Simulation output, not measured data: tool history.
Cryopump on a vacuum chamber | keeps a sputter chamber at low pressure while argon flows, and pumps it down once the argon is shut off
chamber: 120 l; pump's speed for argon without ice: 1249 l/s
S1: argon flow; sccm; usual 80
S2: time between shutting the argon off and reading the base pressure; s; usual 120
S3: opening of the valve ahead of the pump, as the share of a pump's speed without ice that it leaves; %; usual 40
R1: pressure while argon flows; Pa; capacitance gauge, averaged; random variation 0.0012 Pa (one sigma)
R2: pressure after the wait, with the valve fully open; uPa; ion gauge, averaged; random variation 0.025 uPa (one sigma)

run,hour,S1,S2,S3,R1,R2
1,0,80,120,40,0.2893,1.79
2,17.4,80,120,40,0.2883,1.81
3,25.5,80,120,40,0.29,1.85
4,36.7,80,120,34,0.3381,1.88
5,50.8,80,120,59,0.2054,1.88
6,68.1,73,120,40,0.2676,1.89
7,76.9,73,120,40,0.2665,1.94
8,92.1,80,120,40,0.2934,1.99
9,105.5,80,120,40,0.2962,1.91
10,117.6,80,120,40,0.2918,1.99
11,132.2,80,120,40,0.2967,1.97
12,142.6,94,120,40,0.3505,1.94
13,158.1,94,120,42,0.3374,2.08
14,168.9,94,120,42,0.3382,2.08
15,183.7,94,120,42,0.3352,2.08
16,198.3,94,120,42,0.3384,2.01
17,215,94,120,42,0.3414,2.17
18,232.6,94,120,42,0.343,2.17
19,242.1,94,67,42,0.3427,2.84
20,259.1,62,33,34,0.2723,4.33
21,268.4,55,34,24,0.3353,4.22
22,282.9,116,88,17,0.9783,2.51
23,296.7,116,88,17,0.9819,2.6
24,304.6,80,130,40,0.3093,2.23
25,312.1,82,130,21,0.5631,2.23
26,320,82,130,21,0.5722,2.23
27,328.4,49,111,25,0.2907,2.41
28,336.6,49,111,25,0.2907,2.37
29,352.4,82,67,27,0.4527,3.05
30,370.1,90,200,22,0.6049,2.07
31,382.4,77,39,28,0.4172,4
32,393.3,77,39,28,0.4183,4.15
33,406.4,88,26,43,0.3322,5.32
34,422.4,88,26,43,0.3289,5.26
35,430.2,73,21,55,0.2258,6.27

Forecast each of these 3 alternatives for the next run:
A,443.8,33,39,58,?,?
B,443.8,116,250,55,?,?
C,443.8,145,43,23,?,?

run,R1,R2
A,0.0989,4.14
B,0.3587,2.22
C,0.9481,4.06
Without the tool's hidden state the same runs would have given:
run,R1,R2
A,0.0773,2.64
B,0.2837,0.66
C,0.8535,2.5
